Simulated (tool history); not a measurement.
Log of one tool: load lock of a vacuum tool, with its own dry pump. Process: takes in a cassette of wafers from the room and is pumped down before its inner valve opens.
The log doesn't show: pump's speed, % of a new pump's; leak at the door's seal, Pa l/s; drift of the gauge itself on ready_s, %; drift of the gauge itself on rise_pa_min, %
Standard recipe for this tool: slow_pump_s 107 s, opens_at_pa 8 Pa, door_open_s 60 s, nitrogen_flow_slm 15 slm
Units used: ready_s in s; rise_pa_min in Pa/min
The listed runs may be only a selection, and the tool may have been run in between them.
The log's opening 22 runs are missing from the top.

| run | hour | slow_pump_s | opens_at_pa | door_open_s | nitrogen_flow_slm | hours that the pump has run since its overhaul | times that the door has closed on its seal | incoming humidity of the room's air, % | ready_s | rise_pa_min |
|---|---|---|---|---|---|---|---|---|---|---|
| 23 | 3142 | 128 | 11 | 54 | 10 | 5446 | 39225 | 47.3 | 189.7 | 0.334 |
| 24 | 3324.4 | 99 | 7 | 60 | 15 | 5628 | 40009 | 45.8 | 171.2 | 0.346 |
| 25 | 3459.7 | 131 | 8 | 223 | 15 | 5764 | 40590 | 43.7 | 195.1 | 0.382 |
| 26 | 3630.4 | 160 | 9 | 231 | 9 | 5934 | 41324 | 42 | 216.5 | 0.4 |
| 27 | 3792.7 | 62 | 8 | 85 | 15 | 6096 | 42021 | 43.2 | 140.7 | 0.37 |
| 28 | 3929.5 | 62 | 13 | 40 | 6 | 6233 | 42609 | 43.3 | 135.3 | 0.374 |
| 29 | 4028 | 62 | 13 | 40 | 6 | 6332 | 43033 | 41 | 135.2 | 0.373 |
| 30 | 4207.4 | 146 | 13 | 91 | 5 | 6511 | 43804 | 45.3 | 201.9 | 0.412 |
| 31 | 4362.2 | 107 | 7 | 58 | 15 | 6666 | 44469 | 44 | 177.9 | 0.403 |

Each row is a separate what-if for the run after 31, all from the same tool condition, not one after another. Results?
| A | 4535.4 | 109 | 8 | 60 | 15 | 6839 | 45214 | 46.5 | ? | ? |
| B | 4535.4 | 130 | 10 | 38 | 15 | 6839 | 45214 | 43.9 | ? | ? |
| C | 4535.4 | 107 | 13 | 60 | 9 | 6839 | 45214 | 42.6 | ? | ? |
| D | 4535.4 | 65 | 9 | 60 | 12 | 6839 | 45214 | 44.2 | ? | ? |

| run | ready_s | rise_pa_min |
|---|---|---|
| A | 177.8 | 0.405 |
| B | 192.3 | 0.401 |
| C | 170.8 | 0.403 |
| D | 141.9 | 0.403 |
The same runs, with their run-to-run variation unchanged, on a tool lacking any hidden condition would have given:
| run | ready_s | rise_pa_min |
|---|---|---|
| A | 175.2 | 0.029 |
| B | 189.8 | 0.018 |
| C | 168.1 | 0.024 |
| D | 138.7 | 0.023 |
